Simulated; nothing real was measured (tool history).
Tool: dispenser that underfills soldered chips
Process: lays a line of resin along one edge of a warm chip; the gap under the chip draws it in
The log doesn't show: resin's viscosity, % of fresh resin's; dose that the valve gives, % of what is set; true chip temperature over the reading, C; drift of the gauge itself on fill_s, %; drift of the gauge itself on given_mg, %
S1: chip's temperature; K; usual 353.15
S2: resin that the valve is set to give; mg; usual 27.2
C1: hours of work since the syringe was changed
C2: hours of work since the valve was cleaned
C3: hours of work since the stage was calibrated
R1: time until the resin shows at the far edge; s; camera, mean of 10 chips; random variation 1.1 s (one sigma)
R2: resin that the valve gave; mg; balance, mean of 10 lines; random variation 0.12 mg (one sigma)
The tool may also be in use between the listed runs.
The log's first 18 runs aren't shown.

{"day": 3.396, "done": "new syringe of resin"}
{"run": 19, "day": 3.471, "S1": 349.15, "S2": 32.2, "C1": 1, "C2": 38, "C3": 104, "R1": 120.3, "R2": 31.77}
{"run": 20, "day": 3.671, "S1": 349.15, "S2": 29.2, "C1": 4, "C2": 41, "C3": 107, "R1": 135.8, "R2": 28.74}
{"run": 21, "day": 3.9, "S1": 349.15, "S2": 29.2, "C1": 8, "C2": 44, "C3": 110, "R1": 152.4, "R2": 28.5}
{"run": 22, "day": 4.017, "S1": 353.15, "S2": 33.8, "C1": 9, "C2": 46, "C3": 112, "R1": 141.0, "R2": 33.17}
{"day": 4.204, "done": "new syringe of resin"}
{"run": 23, "day": 4.238, "S1": 346.15, "S2": 34.8, "C1": 1, "C2": 49, "C3": 115, "R1": 131.5, "R2": 33.78}
{"run": 24, "day": 4.358, "S1": 346.15, "S2": 34.8, "C1": 2, "C2": 51, "C3": 117, "R1": 137.4, "R2": 34.04}
{"run": 25, "day": 4.588, "S1": 359.15, "S2": 26.0, "C1": 6, "C2": 54, "C3": 120, "R1": 105.3, "R2": 25.4}
{"run": 26, "day": 4.871, "S1": 340.15, "S2": 27.5, "C1": 10, "C2": 59, "C3": 125, "R1": 228.4, "R2": 26.62}
{"day": 4.996, "done": "new syringe of resin"}
{"run": 27, "day": 5.083, "S1": 341.15, "S2": 32.3, "C1": 1, "C2": 62, "C3": 128, "R1": 156.2, "R2": 31.51}
{"run": 28, "day": 5.254, "S1": 354.15, "S2": 27.1, "C1": 4, "C2": 64, "C3": 130, "R1": 114.8, "R2": 26.39}

Run 29 comes next. What will it give?
{"run": 29, "day": 5.492, "S1": 366.15, "S2": 23.3, "C1": 7, "C2": 68, "C3": 134, "R1": "?", "R2": "?"}

R1: 91.6 s
R2: 22.41 mg
Without the tool's hidden state the same run would have given R1 72.8 s, R2 23.18 mg.

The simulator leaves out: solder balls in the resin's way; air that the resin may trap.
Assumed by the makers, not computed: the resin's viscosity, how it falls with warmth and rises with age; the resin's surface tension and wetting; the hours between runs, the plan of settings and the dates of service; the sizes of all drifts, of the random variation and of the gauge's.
